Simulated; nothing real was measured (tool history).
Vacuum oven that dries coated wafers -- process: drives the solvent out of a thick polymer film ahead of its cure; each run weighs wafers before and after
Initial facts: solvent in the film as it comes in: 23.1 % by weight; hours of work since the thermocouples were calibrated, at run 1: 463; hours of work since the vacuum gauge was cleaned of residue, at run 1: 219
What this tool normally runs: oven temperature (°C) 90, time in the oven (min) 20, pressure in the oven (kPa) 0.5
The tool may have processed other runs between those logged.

| run | hour | oven temperature (°C) | time in the oven (min) | pressure in the oven (kPa) | hours of work since the thermocouples were calibrated | hours of work since the vacuum gauge was cleaned of residue | solvent left in the film (%) |
|---|---|---|---|---|---|---|---|
| 1 | 0 | 90 | 20 | 0.5 | 463 | 219 | 3.07 |
| 2 | 43.3 | 90 | 20 | 0.5 | 491 | 248 | 3.14 |
| 3 | 68.7 | 89 | 20 | 0.5 | 508 | 264 | 3.49 |
| 4 | 112.3 | 89 | 20 | 0.5 | 536 | 293 | 3.34 |
| 5 | 152.3 | 77 | 20 | 0.5 | 562 | 319 | 9.56 |
| 6 | 175.6 | 77 | 20 | 0.5 | 578 | 334 | 9.67 |
| 7 | 213 | 77 | 20 | 0.5 | 602 | 359 | 9.62 |
|  | 218.6 | oven's thermocouples calibrated |
| 8 | 250 | 90 | 20 | 1.115 | 21 | 382 | 3.66 |
| 9 | 279.9 | 90 | 20 | 1.115 | 40 | 401 | 3.54 |
| 10 | 302.4 | 90 | 20 | 0.5 | 55 | 416 | 3.19 |
| 11 | 348 | 90 | 20 | 0.5 | 85 | 446 | 3.3 |
| 12 | 386.7 | 90 | 20 | 0.5 | 110 | 471 | 3.15 |
| 13 | 427.1 | 90 | 12 | 0.761 | 137 | 498 | 6.49 |
| 14 | 465.9 | 97 | 17 | 0.273 | 162 | 523 | 1.48 |
|  | 480.7 | oven's thermocouples calibrated, once more |
| 15 | 493.2 | 87 | 35 | 0.31 | 8 | 540 | 1.73 |
| 16 | 519.2 | 78 | 32 | 0.279 | 25 | 557 | 6.04 |
| 17 | 537.9 | 104 | 32 | 0.279 | 37 | 569 | 0.09 |
| 18 | 562 | 82 | 31 | 1.701 | 53 | 585 | 4.99 |
| 19 | 594.6 | 90 | 15 | 0.438 | 75 | 606 | 4.89 |
| 20 | 623.5 | 90 | 15 | 0.438 | 93 | 625 | 4.98 |
| 21 | 667.7 | 79 | 30 | 1.702 | 122 | 654 | 6.74 |
| 22 | 694.2 | 79 | 30 | 1.702 | 140 | 671 | 6.88 |
| 23 | 720.7 | 79 | 30 | 1.702 | 157 | 689 | 6.98 |

What if the next run were any one of these 5? Each begins from the tool's condition after run 23:
| A | 747.8 | 90 | 22 | 0.269 | 175 | 706 | ? |
| B | 747.8 | 79 | 12 | 1.702 | 175 | 706 | ? |
| C | 747.8 | 101 | 10 | 1.667 | 175 | 706 | ? |
| D | 747.8 | 79 | 13 | 1.702 | 175 | 706 | ? |
| E | 747.8 | 91 | 24 | 1.702 | 175 | 706 | ? |

| run | solvent left in the film (%) |
|---|---|
| A | 2.75 |
| B | 12.25 |
| C | 3.12 |
| D | 11.95 |
| E | 2.64 |
The same runs, with their run-to-run variation unchanged, on a tool lacking any hidden condition would have given:
| run | solvent left in the film (%) |
|---|---|
| A | 2.43 |
| B | 11.89 |
| C | 2.84 |
| D | 11.57 |
| E | 2.36 |

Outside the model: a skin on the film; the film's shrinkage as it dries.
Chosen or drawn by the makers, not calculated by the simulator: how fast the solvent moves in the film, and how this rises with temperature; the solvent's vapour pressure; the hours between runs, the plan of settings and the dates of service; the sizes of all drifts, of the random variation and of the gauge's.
